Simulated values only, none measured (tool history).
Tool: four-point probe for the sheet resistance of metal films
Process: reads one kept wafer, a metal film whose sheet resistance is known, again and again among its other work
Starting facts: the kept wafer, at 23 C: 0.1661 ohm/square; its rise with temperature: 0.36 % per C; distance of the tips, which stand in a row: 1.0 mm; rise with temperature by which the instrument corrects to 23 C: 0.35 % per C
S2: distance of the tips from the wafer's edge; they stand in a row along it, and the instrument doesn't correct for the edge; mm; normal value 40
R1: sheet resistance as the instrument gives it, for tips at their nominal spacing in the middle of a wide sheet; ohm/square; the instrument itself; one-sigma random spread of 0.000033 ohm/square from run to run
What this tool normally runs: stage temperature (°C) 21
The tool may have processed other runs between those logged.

run 1 day=0 | stage_temperature_(°C)=21 S2=40 | R1=0.166144
run 2 day=0.333 | stage_temperature_(°C)=21 S2=40 | R1=0.166099
run 3 day=0.742 | stage_temperature_(°C)=21 S2=29 | R1=0.166152
run 4 day=1.129 | stage_temperature_(°C)=21 S2=29 | R1=0.166185
run 5 day=1.762 | stage_temperature_(°C)=21 S2=29 | R1=0.166198
run 6 day=2.454 | stage_temperature_(°C)=21 S2=29 | R1=0.166135
run 7 day=3.108 | stage_temperature_(°C)=21 S2=29 | R1=0.166258
run 8 day=3.708 | stage_temperature_(°C)=21 S2=9 | R1=0.167213
run 9 day=4.138 | stage_temperature_(°C)=21 S2=9 | R1=0.167096
run 10 day=4.529 | stage_temperature_(°C)=21 S2=7 | R1=0.167907
run 11 day=5.208 | stage_temperature_(°C)=22 S2=7 | R1=0.167887
run 12 day=5.688 | stage_temperature_(°C)=22 S2=7 | R1=0.167977
run 13 day=6.479 | stage_temperature_(°C)=28 S2=40 | R1=0.16617
run 14 day=7.046 | stage_temperature_(°C)=28 S2=40 | R1=0.166253
run 15 day=7.446 | stage_temperature_(°C)=28 S2=25 | R1=0.16634
run 16 day=7.892 | stage_temperature_(°C)=28 S2=25 | R1=0.166291
run 17 day=8.458 | stage_temperature_(°C)=21 S2=10 | R1=0.167034
run 18 day=8.858 | stage_temperature_(°C)=23 S2=40 | R1=0.166134
run 19 day=9.221 | stage_temperature_(°C)=23 S2=40 | R1=0.166141
run 20 day=9.738 | stage_temperature_(°C)=21 S2=40 | R1=0.166083
run 21 day=10.204 | stage_temperature_(°C)=21 S2=9 | R1=0.167136
run 22 day=10.725 | stage_temperature_(°C)=23 S2=40 | R1=0.166128
run 23 day=11.492 | stage_temperature_(°C)=23 S2=40 | R1=0.166129
run 24 day=11.842 | stage_temperature_(°C)=29 S2=15 | R1=0.166552
run 25 day=12.521 | stage_temperature_(°C)=18 S2=21 | R1=0.166249
run 26 day=13.254 | stage_temperature_(°C)=25 S2=21 | R1=0.166342
run 27 day=14.029 | stage_temperature_(°C)=21 S2=12 | R1=0.166757
run 28 day=14.696 | stage_temperature_(°C)=19 S2=12 | R1=0.166654
run 29 day=15.067 | stage_temperature_(°C)=23 S2=7 | R1=0.167907
run 30 day=15.571 | stage_temperature_(°C)=26 S2=3 | R1=0.175517
run 31 day=16.221 | stage_temperature_(°C)=21 S2=3 | R1=0.175395
run 32 day=16.908 | stage_temperature_(°C)=30 S2=3 | R1=0.17551
run 33 day=17.412 | stage_temperature_(°C)=30 S2=41 | R1=0.166257
run 34 day=18.008 | stage_temperature_(°C)=25 S2=71 | R1=0.166211
run 35 day=18.583 | stage_temperature_(°C)=24 S2=10 | R1=0.167
run 36 day=19.342 | stage_temperature_(°C)=24 S2=10 | R1=0.166992
run 37 day=19.983 | stage_temperature_(°C)=22 S2=40 | R1=0.166082
run 38 day=20.717 | stage_temperature_(°C)=22 S2=40 | R1=0.166132
run 39 day=21.2 | stage_temperature_(°C)=19 S2=8 | R1=0.167438
run 40 day=21.858 | stage_temperature_(°C)=26 S2=4 | R1=0.171554
run 41 day=22.558 | stage_temperature_(°C)=26 S2=3 | R1=0.175424
run 42 day=23.175 | stage_temperature_(°C)=26 S2=67 | R1=0.166185

What does the tool deliver on the next run?
run 43 day=23.679 | stage_temperature_(°C)=30 S2=32 | R1=?

{"run 43": {"R1": 0.16633}}
With the hidden condition absent and the run-to-run variation left alone, this run would have shown R1 0.16633 ohm/square.
